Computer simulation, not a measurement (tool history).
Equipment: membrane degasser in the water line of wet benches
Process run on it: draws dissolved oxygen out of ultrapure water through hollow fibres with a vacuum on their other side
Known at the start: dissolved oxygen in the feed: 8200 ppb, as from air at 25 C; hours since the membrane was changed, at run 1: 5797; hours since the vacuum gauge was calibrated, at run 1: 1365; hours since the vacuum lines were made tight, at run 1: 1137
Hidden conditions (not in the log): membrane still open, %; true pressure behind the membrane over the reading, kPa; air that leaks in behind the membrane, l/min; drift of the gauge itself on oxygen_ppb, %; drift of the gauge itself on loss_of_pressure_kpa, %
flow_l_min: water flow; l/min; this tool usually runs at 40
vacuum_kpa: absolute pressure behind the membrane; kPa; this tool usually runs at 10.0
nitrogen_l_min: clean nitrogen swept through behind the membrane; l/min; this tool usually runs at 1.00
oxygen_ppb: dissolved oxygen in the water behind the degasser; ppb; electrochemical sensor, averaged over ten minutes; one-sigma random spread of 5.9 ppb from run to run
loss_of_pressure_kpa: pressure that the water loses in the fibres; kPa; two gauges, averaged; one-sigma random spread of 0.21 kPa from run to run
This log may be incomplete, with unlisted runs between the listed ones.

run	hour	flow_l_min	vacuum_kpa	nitrogen_l_min	hours since the membrane was changed	hours since the vacuum gauge was calibrated	hours since the vacuum lines were made tight	oxygen_ppb	loss_of_pressure_kpa
1	0.0	40	10.0	1.00	5797	1365	1137	655.8	50.06
2	82.1	40	8.0	1.00	5879	1447	1219	529.7	50.12
3	204.8	40	8.0	1.00	6001	1569	1342	523.2	50.04
4	282.7	40	8.0	1.00	6079	1647	1419	525.6	50.26
5	388.1	40	8.0	1.00	6185	1753	1525	522.7	49.77
6	480.4	40	14.8	1.00	6277	1845	1617	1008.2	50.39
7	605.0	40	14.8	1.62	6401	1970	1742	718.3	50.39
8	690.5	40	10.0	1.00	6487	2055	1827	665.9	50.15
9	752.3	40	10.0	1.00	6549	2117	1889	657.0	50.22
10	840.2	40	10.0	1.00	6637	2205	1977	663.5	50.18
11	951.8	40	10.0	1.00	6748	2316	2089	657.8	50.24
12	1044.0	40	10.0	1.00	6840	2409	2181	648.1	50.54
13	1132.7	40	10.0	1.00	6929	2497	2270	672.8	50.68
14	1248.8	40	10.0	1.00	7045	2613	2386	673.7	50.62
15	1376.6	41	10.0	1.00	7173	2741	2513	693.6	51.83
16	1516.5	40	10.0	0.77	7313	2881	2653	776.8	50.46
17	1627.6	40	10.0	0.46	7424	2992	2764	1034.1	50.47
18	1723.9	40	10.0	0.46	7520	3088	2861	1052.7	50.40
19	1866.2	46	6.9	0.44	7663	3231	3003	797.1	57.96
20	1996.8	35	15.8	1.00	7793	3361	3134	927.6	44.15
21	2083.3	50	11.6	1.02	7880	3448	3220	1009.7	62.91
# hour 2091.5: vacuum gauge calibrated
22	2156.4	50	11.6	2.07	7952	65	3293	704.3	63.11
23	2262.1	42	7.8	2.46	8058	171	3398	364.5	53.23
24	2368.7	24	9.3	2.46	8165	277	3505	164.6	30.35
25	2497.3	36	12.0	0.60	8293	406	3634	1008.3	45.23
26	2593.5	36	12.0	0.60	8390	502	3730	996.4	45.52
# hour 2685.6: vacuum gauge calibrated, once more
27	2718.3	36	12.0	0.60	8514	33	3854	962.5	45.47
28	2799.9	30	10.0	2.56	8595	114	3936	241.4	37.75
29	2906.5	30	10.0	2.56	8702	221	4042	239.4	38.24
30	3032.8	30	10.0	2.56	8828	347	4169	238.1	37.84
31	3169.7	30	7.9	1.00	8965	484	4305	350.1	38.10

How would selected steps in oxygen_ppb from run to run divide? Give the signed amount a tool lacking its hidden state would still show from settings, what came in and random variation, and the signed amount left for the hidden state, including any gauge scatter that is not in both of the compared results.
Run 5 -> 6: vacuum_kpa 8.0 -> 14.8. oxygen_ppb +485.5 ppb: hidden state -1.0, all else +486.5.
Run 19 -> 20: flow_l_min 46 -> 35, vacuum_kpa 6.9 -> 15.8, nitrogen_l_min 0.44 -> 1.00. oxygen_ppb +130.5 ppb: hidden state -17.1, all else +147.6.
Run 23 -> 24: flow_l_min 42 -> 24, vacuum_kpa 7.8 -> 9.3. oxygen_ppb -199.9 ppb: hidden state -18.6, all else -181.3.
Run 24 -> 25: flow_l_min 24 -> 36, vacuum_kpa 9.3 -> 12.0, nitrogen_l_min 2.46 -> 0.60. oxygen_ppb +843.7 ppb: hidden state +18.3, all else +825.4.
Run 27 -> 28: flow_l_min 36 -> 30, vacuum_kpa 12.0 -> 10.0, nitrogen_l_min 0.60 -> 2.56. oxygen_ppb -721.1 ppb: hidden state -0.2, all else -720.9.
